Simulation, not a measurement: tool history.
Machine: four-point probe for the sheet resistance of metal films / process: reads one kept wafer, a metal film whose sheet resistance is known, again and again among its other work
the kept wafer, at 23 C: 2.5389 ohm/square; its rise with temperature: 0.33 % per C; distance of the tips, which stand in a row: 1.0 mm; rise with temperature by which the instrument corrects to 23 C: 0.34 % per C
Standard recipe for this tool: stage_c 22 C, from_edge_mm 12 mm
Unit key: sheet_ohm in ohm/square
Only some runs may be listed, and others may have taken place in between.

run   hour  stage_c  from_edge_mm  sheet_ohm
  1    0.0       22            12   2.544164
  2   28.3       22            12   2.543071
  3   50.1       22            12   2.544082
  4   86.9       22            12   2.542988
  5  124.3       22            12   2.543346
  6  157.8       22            12   2.544017
  7  177.5       20            12   2.544424
  8  216.5       20            12   2.544098
  9  253.9       20            12   2.543521
 10  290.0       20            12   2.542392
 11  314.8       20            12   2.543528
 12  332.1       20            12   2.543153
 13  362.7       22             4   2.614123
     386.7  -- stage's thermometer calibrated
 14  395.4       22             4   2.622572
 15  417.6       28             6   2.574289
 16  434.9       28            14   2.544973
 17  467.0       28            14   2.545367
 18  489.6       26             6   2.575644
 19  510.4       30             3   2.678201
 20  538.7       20            10   2.553130
 21  573.5       21            19   2.542961
 22  607.2       21             4   2.621455
 23  626.0       19            11   2.550918
 24  643.7       22             4   2.619760
 25  678.6       22             4   2.621102

Expected results for the next run?
 26  716.5       22             4          ?

sheet_ohm: 2.621216 ohm/square
Were there no unlogged condition in the tool, this run, its random variation unchanged, would have produced sheet_ohm 2.622453 ohm/square.

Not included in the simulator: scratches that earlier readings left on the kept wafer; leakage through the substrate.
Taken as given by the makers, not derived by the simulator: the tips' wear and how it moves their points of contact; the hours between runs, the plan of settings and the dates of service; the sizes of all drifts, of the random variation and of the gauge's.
